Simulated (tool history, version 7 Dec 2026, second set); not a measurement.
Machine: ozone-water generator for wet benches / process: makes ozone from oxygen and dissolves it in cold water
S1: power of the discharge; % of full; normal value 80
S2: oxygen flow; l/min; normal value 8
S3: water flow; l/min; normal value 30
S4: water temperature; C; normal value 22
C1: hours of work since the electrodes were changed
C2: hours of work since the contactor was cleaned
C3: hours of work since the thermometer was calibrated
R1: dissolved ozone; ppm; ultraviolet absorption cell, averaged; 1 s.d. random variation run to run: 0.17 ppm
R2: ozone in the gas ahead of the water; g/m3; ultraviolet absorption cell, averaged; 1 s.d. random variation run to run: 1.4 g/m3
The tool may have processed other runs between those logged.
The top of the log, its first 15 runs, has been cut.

run	hour	S1	S2	S3	S4	C1	C2	C3	R1	R2
16	1748.6	80	8	30	22	4135	3570	964	23.4	254.6
17	1891.3	80	8	30	22	4241	3675	1070	23.8	254.1
18	2030.3	98	11.11	31	17	4344	3778	1173	28.6	248
19	2123	52	11.11	31	24	4413	3847	1242	16.4	163.8
20	2280.6	80	8.72	38	28	4530	3964	1359	17	243.4
21	2372.9	80	8	30	22	4598	4032	1427	23.5	256.9
22	2502.9	80	8	30	22	4694	4129	1523	23.5	258
23	2657.1	80	8	22	22	4809	4243	1638	30.3	256.6
# hour 2726.4: contactor cleaned
24	2808.9	80	8	29	22	4918	61	1747	24.2	256.5
25	2958	80	8	29	22	5029	172	1858	24	255.1
26	3105.8	45	9.97	28	22	5139	281	1968	17.1	157.4
27	3218.3	81	12.16	25	27	5222	365	2051	24.6	211.8
28	3293.7	81	12.16	25	27	5278	421	2107	24.8	213.5
29	3377.8	81	12.16	29	27	5340	483	2169	21.8	212.3
30	3527.1	74	5.88	29	19	5451	594	2280	23.4	282.2
31	3611.7	74	5.88	29	19	5514	656	2343	23.2	281.5
32	3744.3	45	8	26	22	5612	755	2441	18.1	175.7

4 ways to go on from here, each from the tool as it stands after run 32. What would each give?
A	3849.5	80	6.11	30	22	5690	833	2519	?	?
B	3849.5	80	5.54	28	22	5690	833	2519	?	?
C	3849.5	45	8	26	29	5690	833	2519	?	?
D	3849.5	80	4.04	20	21	5690	833	2519	?	?

run	R1	R2
A	22.9	293.9
B	24.2	306.8
C	15.9	171.9
D	32.9	356.5
Take away the tool's hidden state, keep each run's random variation, and the runs would have read:
run	R1	R2
A	22.9	286.6
B	24.2	299.1
C	16	167.4
D	33	347.6

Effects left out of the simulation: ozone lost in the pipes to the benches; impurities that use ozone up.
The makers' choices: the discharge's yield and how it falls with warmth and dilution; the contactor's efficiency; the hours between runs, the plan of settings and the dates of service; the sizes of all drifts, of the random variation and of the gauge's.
